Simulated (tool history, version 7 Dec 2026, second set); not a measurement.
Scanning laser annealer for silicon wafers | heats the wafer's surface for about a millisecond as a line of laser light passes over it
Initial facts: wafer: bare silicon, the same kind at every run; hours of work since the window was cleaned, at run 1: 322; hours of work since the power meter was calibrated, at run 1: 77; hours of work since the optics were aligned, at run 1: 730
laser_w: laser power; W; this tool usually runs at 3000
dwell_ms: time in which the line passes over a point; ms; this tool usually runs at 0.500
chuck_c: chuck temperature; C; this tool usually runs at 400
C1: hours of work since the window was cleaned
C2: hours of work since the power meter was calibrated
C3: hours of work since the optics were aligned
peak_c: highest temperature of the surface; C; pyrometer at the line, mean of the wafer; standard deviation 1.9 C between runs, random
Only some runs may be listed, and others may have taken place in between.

{"run": 1, "hour": 0.0, "laser_w": 3000, "dwell_ms": 0.5, "chuck_c": 400, "C1": 322, "C2": 77, "C3": 730, "peak_c": 1167}
{"run": 2, "hour": 35.1, "laser_w": 3000, "dwell_ms": 0.5, "chuck_c": 400, "C1": 346, "C2": 101, "C3": 754, "peak_c": 1163}
{"run": 3, "hour": 58.1, "laser_w": 3000, "dwell_ms": 0.5, "chuck_c": 380, "C1": 361, "C2": 117, "C3": 770, "peak_c": 1145}
{"run": 4, "hour": 100.0, "laser_w": 3000, "dwell_ms": 0.461, "chuck_c": 400, "C1": 390, "C2": 146, "C3": 798, "peak_c": 1121}
{"run": 5, "hour": 127.9, "laser_w": 3000, "dwell_ms": 0.5, "chuck_c": 400, "C1": 409, "C2": 165, "C3": 818, "peak_c": 1158}
{"run": 6, "hour": 151.2, "laser_w": 3000, "dwell_ms": 0.378, "chuck_c": 400, "C1": 425, "C2": 181, "C3": 834, "peak_c": 1052}
{"hour": 169.3, "done": "optics aligned, line set to its width"}
{"run": 7, "hour": 190.5, "laser_w": 2923, "dwell_ms": 0.5, "chuck_c": 400, "C1": 449, "C2": 204, "C3": 15, "peak_c": 1131}
{"run": 8, "hour": 230.9, "laser_w": 2923, "dwell_ms": 0.5, "chuck_c": 380, "C1": 476, "C2": 232, "C3": 42, "peak_c": 1105}
{"hour": 246.3, "done": "optics aligned, line set to its width, once more"}
{"run": 9, "hour": 261.4, "laser_w": 2923, "dwell_ms": 0.5, "chuck_c": 380, "C1": 494, "C2": 250, "C3": 10, "peak_c": 1134}
{"run": 10, "hour": 302.4, "laser_w": 3000, "dwell_ms": 0.5, "chuck_c": 367, "C1": 522, "C2": 278, "C3": 38, "peak_c": 1143}
{"run": 11, "hour": 335.2, "laser_w": 3000, "dwell_ms": 0.5, "chuck_c": 367, "C1": 545, "C2": 300, "C3": 61, "peak_c": 1139}
{"run": 12, "hour": 353.7, "laser_w": 3000, "dwell_ms": 0.572, "chuck_c": 400, "C1": 557, "C2": 313, "C3": 74, "peak_c": 1232}
{"run": 13, "hour": 380.9, "laser_w": 3000, "dwell_ms": 0.572, "chuck_c": 400, "C1": 576, "C2": 331, "C3": 92, "peak_c": 1235}
{"run": 14, "hour": 424.0, "laser_w": 3000, "dwell_ms": 0.572, "chuck_c": 400, "C1": 605, "C2": 361, "C3": 122, "peak_c": 1231}
{"run": 15, "hour": 445.0, "laser_w": 3000, "dwell_ms": 0.572, "chuck_c": 377, "C1": 620, "C2": 375, "C3": 136, "peak_c": 1207}
{"run": 16, "hour": 463.6, "laser_w": 3000, "dwell_ms": 0.572, "chuck_c": 377, "C1": 633, "C2": 388, "C3": 149, "peak_c": 1204}
{"run": 17, "hour": 491.9, "laser_w": 3000, "dwell_ms": 0.572, "chuck_c": 377, "C1": 652, "C2": 408, "C3": 168, "peak_c": 1202}
{"run": 18, "hour": 530.1, "laser_w": 3000, "dwell_ms": 0.5, "chuck_c": 400, "C1": 678, "C2": 434, "C3": 195, "peak_c": 1165}
{"run": 19, "hour": 560.4, "laser_w": 3000, "dwell_ms": 0.437, "chuck_c": 400, "C1": 699, "C2": 455, "C3": 215, "peak_c": 1109}
{"run": 20, "hour": 583.6, "laser_w": 3000, "dwell_ms": 0.437, "chuck_c": 400, "C1": 715, "C2": 470, "C3": 231, "peak_c": 1106}
{"run": 21, "hour": 624.8, "laser_w": 3000, "dwell_ms": 0.437, "chuck_c": 400, "C1": 743, "C2": 499, "C3": 259, "peak_c": 1103}
{"run": 22, "hour": 649.5, "laser_w": 3109, "dwell_ms": 0.598, "chuck_c": 422, "C1": 760, "C2": 516, "C3": 276, "peak_c": 1296}
{"hour": 674.3, "done": "window over the wafer cleaned"}
{"run": 23, "hour": 682.1, "laser_w": 3109, "dwell_ms": 0.598, "chuck_c": 422, "C1": 5, "C2": 537, "C3": 297, "peak_c": 1346}
{"run": 24, "hour": 714.1, "laser_w": 3109, "dwell_ms": 0.598, "chuck_c": 422, "C1": 27, "C2": 558, "C3": 319, "peak_c": 1343}
{"run": 25, "hour": 742.2, "laser_w": 3073, "dwell_ms": 0.414, "chuck_c": 424, "C1": 47, "C2": 578, "C3": 339, "peak_c": 1164}
{"run": 26, "hour": 770.6, "laser_w": 2788, "dwell_ms": 0.54, "chuck_c": 405, "C1": 66, "C2": 597, "C3": 358, "peak_c": 1163}
{"run": 27, "hour": 796.8, "laser_w": 2788, "dwell_ms": 0.422, "chuck_c": 405, "C1": 84, "C2": 615, "C3": 376, "peak_c": 1066}
{"run": 28, "hour": 819.9, "laser_w": 3021, "dwell_ms": 0.55, "chuck_c": 421, "C1": 100, "C2": 631, "C3": 392, "peak_c": 1269}
{"run": 29, "hour": 848.3, "laser_w": 3021, "dwell_ms": 0.55, "chuck_c": 421, "C1": 119, "C2": 650, "C3": 411, "peak_c": 1264}
{"run": 30, "hour": 868.4, "laser_w": 3267, "dwell_ms": 0.566, "chuck_c": 421, "C1": 133, "C2": 664, "C3": 425, "peak_c": 1364}
{"run": 31, "hour": 895.7, "laser_w": 2756, "dwell_ms": 0.577, "chuck_c": 400, "C1": 152, "C2": 683, "C3": 444, "peak_c": 1169}
{"run": 32, "hour": 913.6, "laser_w": 3104, "dwell_ms": 0.357, "chuck_c": 400, "C1": 164, "C2": 695, "C3": 456, "peak_c": 1084}
{"run": 33, "hour": 954.1, "laser_w": 2988, "dwell_ms": 0.4, "chuck_c": 429, "C1": 192, "C2": 723, "C3": 484, "peak_c": 1123}
{"run": 34, "hour": 978.4, "laser_w": 2672, "dwell_ms": 0.373, "chuck_c": 400, "C1": 208, "C2": 740, "C3": 500, "peak_c": 979}
{"run": 35, "hour": 1004.6, "laser_w": 3119, "dwell_ms": 0.5, "chuck_c": 400, "C1": 226, "C2": 758, "C3": 518, "peak_c": 1225}
{"run": 36, "hour": 1022.5, "laser_w": 3104, "dwell_ms": 0.5, "chuck_c": 425, "C1": 239, "C2": 770, "C3": 531, "peak_c": 1242}
{"run": 37, "hour": 1050.3, "laser_w": 2575, "dwell_ms": 0.362, "chuck_c": 405, "C1": 258, "C2": 789, "C3": 550, "peak_c": 945}
{"run": 38, "hour": 1079.7, "laser_w": 2575, "dwell_ms": 0.362, "chuck_c": 405, "C1": 278, "C2": 809, "C3": 570, "peak_c": 946}
{"run": 39, "hour": 1113.0, "laser_w": 2847, "dwell_ms": 0.375, "chuck_c": 413, "C1": 301, "C2": 832, "C3": 593, "peak_c": 1032}
{"run": 40, "hour": 1134.7, "laser_w": 2661, "dwell_ms": 0.5, "chuck_c": 427, "C1": 316, "C2": 847, "C3": 608, "peak_c": 1094}

Subtracting, for every run, the result it would have given without the tool's unlogged condition from the measured result gives the following. The same run-to-run variation enters both numbers; the gauge's scatter may not:
Hidden state at play: light that passes the window, % of a clean one's; laser's true power over the reading, %; width of the line over the set one, %; drift of the gauge itself on peak_c, C.
run=1 peak_c=-41
run=2 peak_c=-43
run=3 peak_c=-45
run=4 peak_c=-45
run=5 peak_c=-49
run=6 peak_c=-43
run=7 peak_c=-53
run=8 peak_c=-55
run=9 peak_c=-29
run=10 peak_c=-32
run=11 peak_c=-34
run=12 peak_c=-38
run=13 peak_c=-39
run=14 peak_c=-43
run=15 peak_c=-44
run=16 peak_c=-45
run=17 peak_c=-47
run=18 peak_c=-45
run=19 peak_c=-44
run=20 peak_c=-45
run=21 peak_c=-47
run=22 peak_c=-60
run=23 peak_c=-7
run=24 peak_c=-10
run=25 peak_c=-9
run=26 peak_c=-11
run=27 peak_c=-11
run=28 peak_c=-15
run=29 peak_c=-17
run=30 peak_c=-20
run=31 peak_c=-18
run=32 peak_c=-17
run=33 peak_c=-19
run=34 peak_c=-17
run=35 peak_c=-26
run=36 peak_c=-26
run=37 peak_c=-19
run=38 peak_c=-19
run=39 peak_c=-25
run=40 peak_c=-27
